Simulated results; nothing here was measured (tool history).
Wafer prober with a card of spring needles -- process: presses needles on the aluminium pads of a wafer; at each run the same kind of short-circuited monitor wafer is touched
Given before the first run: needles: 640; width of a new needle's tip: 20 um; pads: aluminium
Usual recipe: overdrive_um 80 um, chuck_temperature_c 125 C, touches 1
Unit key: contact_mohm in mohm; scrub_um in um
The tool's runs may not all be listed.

run	hour	overdrive_um	chuck_temperature_c	touches	contact_mohm	scrub_um
1	0	80	125	1	235	14.57
# hour 1.9: tips cleaned on abrasive film
# hour 6.4: tips cleaned on abrasive film
# hour 10: tips cleaned on abrasive film
# hour 14.6: tips cleaned on abrasive film
# hour 19.1: tips cleaned on abrasive film
# hour 23.6: tips cleaned on abrasive film
# hour 28.1: tips cleaned on abrasive film
# hour 32.7: tips cleaned on abrasive film
# hour 37.2: tips cleaned on abrasive film
# hour 41.7: tips cleaned on abrasive film
# hour 46.2: tips cleaned on abrasive film
# hour 49.9: tips cleaned on abrasive film
# hour 54.4: tips cleaned on abrasive film
# hour 58: tips cleaned on abrasive film
2	58.5	80	125	1	225	14.42
# hour 62.1: tips cleaned on abrasive film
# hour 65.8: tips cleaned on abrasive film
# hour 70.3: tips cleaned on abrasive film
# hour 74.8: tips cleaned on abrasive film
# hour 78.4: tips cleaned on abrasive film
# hour 83: tips cleaned on abrasive film
# hour 87.5: tips cleaned on abrasive film
# hour 92: tips cleaned on abrasive film
# hour 95.7: tips cleaned on abrasive film
# hour 100.2: tips cleaned on abrasive film
# hour 104.7: tips cleaned on abrasive film
# hour 109.2: tips cleaned on abrasive film
# hour 113.8: tips cleaned on abrasive film
# hour 118.3: tips cleaned on abrasive film
# hour 121.9: tips cleaned on abrasive film
# hour 126.4: tips cleaned on abrasive film
# hour 131: tips cleaned on abrasive film
# hour 135.5: tips cleaned on abrasive film
# hour 140: tips cleaned on abrasive film
# hour 143.6: tips cleaned on abrasive film
# hour 148.2: tips cleaned on abrasive film
# hour 152.7: tips cleaned on abrasive film
# hour 156.3: tips cleaned on abrasive film
3	157.7	80	125	1	232	14.06
# hour 160.4: tips cleaned on abrasive film
# hour 165: tips cleaned on abrasive film
# hour 168.6: tips cleaned on abrasive film
# hour 173.1: tips cleaned on abrasive film
# hour 177.6: tips cleaned on abrasive film
# hour 181.3: tips cleaned on abrasive film
# hour 185.8: tips cleaned on abrasive film
# hour 190.3: tips cleaned on abrasive film
# hour 194.9: tips cleaned on abrasive film
# hour 198.5: tips cleaned on abrasive film
# hour 203: tips cleaned on abrasive film
# hour 206.7: tips cleaned on abrasive film
# hour 211.2: tips cleaned on abrasive film
# hour 215.7: tips cleaned on abrasive film
# hour 220.2: tips cleaned on abrasive film
# hour 224.7: tips cleaned on abrasive film
# hour 228.4: tips cleaned on abrasive film
# hour 232.9: tips cleaned on abrasive film
# hour 237.4: tips cleaned on abrasive film
# hour 242: tips cleaned on abrasive film
# hour 246.5: tips cleaned on abrasive film
4	249.6	80	27	1	220	14.07
# hour 250.6: tips cleaned on abrasive film
# hour 250.9: height of the first contact set anew
# hour 255.4: tips cleaned on abrasive film
# hour 259.9: tips cleaned on abrasive film
# hour 263.6: tips cleaned on abrasive film
# hour 268.1: tips cleaned on abrasive film
# hour 272.6: tips cleaned on abrasive film
# hour 277.1: tips cleaned on abrasive film
# hour 281.7: tips cleaned on abrasive film
# hour 293.7: card fitted with new needles
# hour 298.2: tips cleaned on abrasive film
# hour 302.7: tips cleaned on abrasive film
# hour 307.2: tips cleaned on abrasive film
# hour 310.9: tips cleaned on abrasive film
# hour 315.4: tips cleaned on abrasive film
# hour 319.9: tips cleaned on abrasive film
# hour 324.4: tips cleaned on abrasive film
# hour 329: tips cleaned on abrasive film
# hour 333.5: tips cleaned on abrasive film
# hour 338: tips cleaned on abrasive film
# hour 342.5: tips cleaned on abrasive film
# hour 347.1: tips cleaned on abrasive film
# hour 350.7: tips cleaned on abrasive film
# hour 355.2: tips cleaned on abrasive film
5	357.8	80	27	1	207	14.17
# hour 359.7: tips cleaned on abrasive film
# hour 364.2: tips cleaned on abrasive film
# hour 368.8: tips cleaned on abrasive film
# hour 373.3: tips cleaned on abrasive film
# hour 377.8: tips cleaned on abrasive film
# hour 382.3: tips cleaned on abrasive film
# hour 386.9: tips cleaned on abrasive film
# hour 388.9: height of the first contact set anew, once more
# hour 390.8: tips cleaned on abrasive film
# hour 395.3: tips cleaned on abrasive film
# hour 399.8: tips cleaned on abrasive film
# hour 403.5: tips cleaned on abrasive film
# hour 408: tips cleaned on abrasive film
# hour 412.5: tips cleaned on abrasive film
# hour 417.1: tips cleaned on abrasive film
# hour 420.7: tips cleaned on abrasive film
6	421.4	80	27	1	200	14.36
# hour 425: tips cleaned on abrasive film
# hour 428.7: tips cleaned on abrasive film
# hour 433.2: tips cleaned on abrasive film
# hour 437.7: tips cleaned on abrasive film
# hour 442.3: tips cleaned on abrasive film
# hour 446.8: tips cleaned on abrasive film
# hour 450.4: tips cleaned on abrasive film
# hour 454.9: tips cleaned on abrasive film
# hour 458.6: tips cleaned on abrasive film
# hour 463.1: tips cleaned on abrasive film
# hour 467.6: tips cleaned on abrasive film
# hour 472.2: tips cleaned on abrasive film
7	474.1	91	115	2	218	16.35
# hour 476: tips cleaned on abrasive film
# hour 480.5: tips cleaned on abrasive film
# hour 485: tips cleaned on abrasive film
# hour 489.6: tips cleaned on abrasive film
# hour 493.2: tips cleaned on abrasive film
# hour 497.7: tips cleaned on abrasive film
# hour 502.2: tips cleaned on abrasive film
# hour 506.8: tips cleaned on abrasive film
# hour 511.3: tips cleaned on abrasive film
# hour 515.8: tips cleaned on abrasive film
# hour 520.3: tips cleaned on abrasive film
# hour 524.9: tips cleaned on abrasive film
# hour 528.5: tips cleaned on abrasive film
# hour 533: tips cleaned on abrasive film
# hour 536.7: tips cleaned on abrasive film
# hour 541.2: tips cleaned on abrasive film
# hour 544.8: tips cleaned on abrasive film
# hour 549.4: tips cleaned on abrasive film
8	552	91	115	2	220	16.14
# hour 553.9: tips cleaned on abrasive film
# hour 558.4: tips cleaned on abrasive film
# hour 562.9: tips cleaned on abrasive film
# hour 567.4: tips cleaned on abrasive film
# hour 572: tips cleaned on abrasive film
# hour 575.6: tips cleaned on abrasive film
# hour 580.1: tips cleaned on abrasive film
# hour 583.8: tips cleaned on abrasive film
# hour 588.3: tips cleaned on abrasive film
# hour 592.8: tips cleaned on abrasive film
# hour 597.3: tips cleaned on abrasive film
# hour 601.9: tips cleaned on abrasive film
# hour 605.5: tips cleaned on abrasive film
# hour 610: tips cleaned on abrasive film
# hour 614.5: tips cleaned on abrasive film
# hour 619.1: tips cleaned on abrasive film
# hour 623.6: tips cleaned on abrasive film
# hour 628.1: tips cleaned on abrasive film
# hour 632.6: tips cleaned on abrasive film
# hour 637.2: tips cleaned on abrasive film
9	639.6	61	58	2	220	10.39
# hour 641.5: tips cleaned on abrasive film
# hour 646: tips cleaned on abrasive film
# hour 650.5: tips cleaned on abrasive film
# hour 655.1: tips cleaned on abrasive film
# hour 659.6: tips cleaned on abrasive film
# hour 663.2: tips cleaned on abrasive film
# hour 667.7: tips cleaned on abrasive film
# hour 672.3: tips cleaned on abrasive film
# hour 676.8: tips cleaned on abrasive film
# hour 681.3: tips cleaned on abrasive film
# hour 685: tips cleaned on abrasive film
# hour 687: height of the first contact set anew
# hour 689.8: tips cleaned on abrasive film
# hour 694.3: tips cleaned on abrasive film
# hour 697.9: tips cleaned on abrasive film
# hour 702.5: tips cleaned on abrasive film
10	703.2	61	58	2	214	10.89
# hour 706.9: tips cleaned on abrasive film
# hour 710.5: tips cleaned on abrasive film
# hour 715: tips cleaned on abrasive film
# hour 718.7: tips cleaned on abrasive film
# hour 723.2: tips cleaned on abrasive film
# hour 727.7: tips cleaned on abrasive film
# hour 732.2: tips cleaned on abrasive film
# hour 736.8: tips cleaned on abrasive film
# hour 741.3: tips cleaned on abrasive film
# hour 745.8: tips cleaned on abrasive film
# hour 750.3: tips cleaned on abrasive film
# hour 754.9: tips cleaned on abrasive film
# hour 759.4: tips cleaned on abrasive film
# hour 763.9: tips cleaned on abrasive film
# hour 768.4: tips cleaned on abrasive film
# hour 772.9: tips cleaned on abrasive film
# hour 777.5: tips cleaned on abrasive film
# hour 782: tips cleaned on abrasive film
# hour 786.5: tips cleaned on abrasive film
# hour 791: tips cleaned on abrasive film
# hour 794.7: tips cleaned on abrasive film
# hour 798.3: tips cleaned on abrasive film
11	801.4	78	117	2	226	13.87

Hidden state or all else? Some run-to-run changes of contact_mohm, split into what the settings, what came in and random variation would give without the hidden state, and what is left for the hidden state (with any gauge scatter that isn't in both results):
The hidden state here: debris on the tips, nm; way that the needles fall short of the set height, um; tips' diameter, um; drift of the gauge itself on contact_mohm, %; drift of the gauge itself on scrub_um, %.
Run 3 -> 4: chuck_temperature_c 125 -> 27, tips cleaned on abrasive film, tips cleaned on abrasive film, tips cleaned on abrasive film, tips cleaned on abrasive film, tips cleaned on abrasive film, tips cleaned on abrasive film, tips cleaned on abrasive film, tips cleaned on abrasive film, tips cleaned on abrasive film, tips cleaned on abrasive film, tips cleaned on abrasive film, tips cleaned on abrasive film, tips cleaned on abrasive film, tips cleaned on abrasive film, tips cleaned on abrasive film, tips cleaned on abrasive film, tips cleaned on abrasive film, tips cleaned on abrasive film, tips cleaned on abrasive film, tips cleaned on abrasive film, tips cleaned on abrasive film. contact_mohm -12 mohm: hidden state +12, all else -24.
Run 6 -> 7: overdrive_um 80 -> 91, chuck_temperature_c 27 -> 115, touches 1 -> 2, tips cleaned on abrasive film, tips cleaned on abrasive film, tips cleaned on abrasive film, tips cleaned on abrasive film, tips cleaned on abrasive film, tips cleaned on abrasive film, tips cleaned on abrasive film, tips cleaned on abrasive film, tips cleaned on abrasive film, tips cleaned on abrasive film, tips cleaned on abrasive film, tips cleaned on abrasive film. contact_mohm +18 mohm: hidden state +0, all else +18.
